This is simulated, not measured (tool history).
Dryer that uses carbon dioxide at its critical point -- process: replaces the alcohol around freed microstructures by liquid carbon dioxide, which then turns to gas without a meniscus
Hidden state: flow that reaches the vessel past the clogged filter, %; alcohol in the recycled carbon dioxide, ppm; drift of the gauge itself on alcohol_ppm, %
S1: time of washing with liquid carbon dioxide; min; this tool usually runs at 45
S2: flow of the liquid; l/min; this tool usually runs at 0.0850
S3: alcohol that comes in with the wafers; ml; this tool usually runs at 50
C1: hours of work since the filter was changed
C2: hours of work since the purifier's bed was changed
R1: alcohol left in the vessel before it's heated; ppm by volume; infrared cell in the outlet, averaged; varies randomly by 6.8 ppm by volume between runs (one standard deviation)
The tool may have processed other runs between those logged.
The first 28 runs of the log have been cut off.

{"run": 29, "hour": 235.6, "S1": 33, "S2": 0.0592, "S3": 50, "C1": 467, "C2": 188, "R1": 7684}
{"run": 30, "hour": 245.1, "S1": 39, "S2": 0.1036, "S3": 50, "C1": 473, "C2": 194, "R1": 475}
{"run": 31, "hour": 254.3, "S1": 54, "S2": 0.0964, "S3": 22, "C1": 480, "C2": 201, "R1": 93}
{"hour": 257.3, "done": "inlet filter changed"}
{"run": 32, "hour": 260.0, "S1": 54, "S2": 0.0725, "S3": 58, "C1": 2, "C2": 204, "R1": 388}
{"run": 33, "hour": 266.2, "S1": 37, "S2": 0.0725, "S3": 75, "C1": 6, "C2": 208, "R1": 2762}
{"run": 34, "hour": 276.7, "S1": 37, "S2": 0.0725, "S3": 75, "C1": 14, "C2": 216, "R1": 2793}
{"run": 35, "hour": 284.9, "S1": 45, "S2": 0.0557, "S3": 105, "C1": 19, "C2": 222, "R1": 5318}
{"run": 36, "hour": 290.0, "S1": 45, "S2": 0.0557, "S3": 105, "C1": 23, "C2": 225, "R1": 5176}
{"run": 37, "hour": 300.7, "S1": 32, "S2": 0.0853, "S3": 24, "C1": 31, "C2": 233, "R1": 885}
{"run": 38, "hour": 309.0, "S1": 49, "S2": 0.0853, "S3": 36, "C1": 37, "C2": 239, "R1": 192}
{"run": 39, "hour": 319.4, "S1": 40, "S2": 0.1151, "S3": 49, "C1": 44, "C2": 246, "R1": 166}
{"run": 40, "hour": 324.9, "S1": 40, "S2": 0.1151, "S3": 49, "C1": 48, "C2": 250, "R1": 162}
{"run": 41, "hour": 331.9, "S1": 30, "S2": 0.1291, "S3": 49, "C1": 53, "C2": 255, "R1": 340}
{"run": 42, "hour": 341.3, "S1": 45, "S2": 0.0888, "S3": 100, "C1": 59, "C2": 261, "R1": 606}
{"run": 43, "hour": 347.6, "S1": 45, "S2": 0.0888, "S3": 100, "C1": 64, "C2": 266, "R1": 598}
{"run": 44, "hour": 354.8, "S1": 45, "S2": 0.1248, "S3": 29, "C1": 69, "C2": 271, "R1": 87}
{"run": 45, "hour": 359.6, "S1": 49, "S2": 0.1081, "S3": 72, "C1": 72, "C2": 274, "R1": 128}

Each row is a separate what-if for the run after 45, all from the same tool condition, not one after another. Results?
{"run": "A", "hour": 370.7, "S1": 63, "S2": 0.0926, "S3": 72, "C1": 80, "C2": 282, "R1": "?"}
{"run": "B", "hour": 370.7, "S1": 34, "S2": 0.0927, "S3": 24, "C1": 80, "C2": 282, "R1": "?"}
{"run": "C", "hour": 370.7, "S1": 66, "S2": 0.1148, "S3": 27, "C1": 80, "C2": 282, "R1": "?"}
{"run": "D", "hour": 370.7, "S1": 33, "S2": 0.1081, "S3": 71, "C1": 80, "C2": 282, "R1": "?"}

run=A R1=103
run=B R1=523
run=C R1=79
run=D R1=771
Without the tool's unlogged condition, the same runs would have read:
run=A R1=28
run=B R1=396
run=C R1=9
run=D R1=600

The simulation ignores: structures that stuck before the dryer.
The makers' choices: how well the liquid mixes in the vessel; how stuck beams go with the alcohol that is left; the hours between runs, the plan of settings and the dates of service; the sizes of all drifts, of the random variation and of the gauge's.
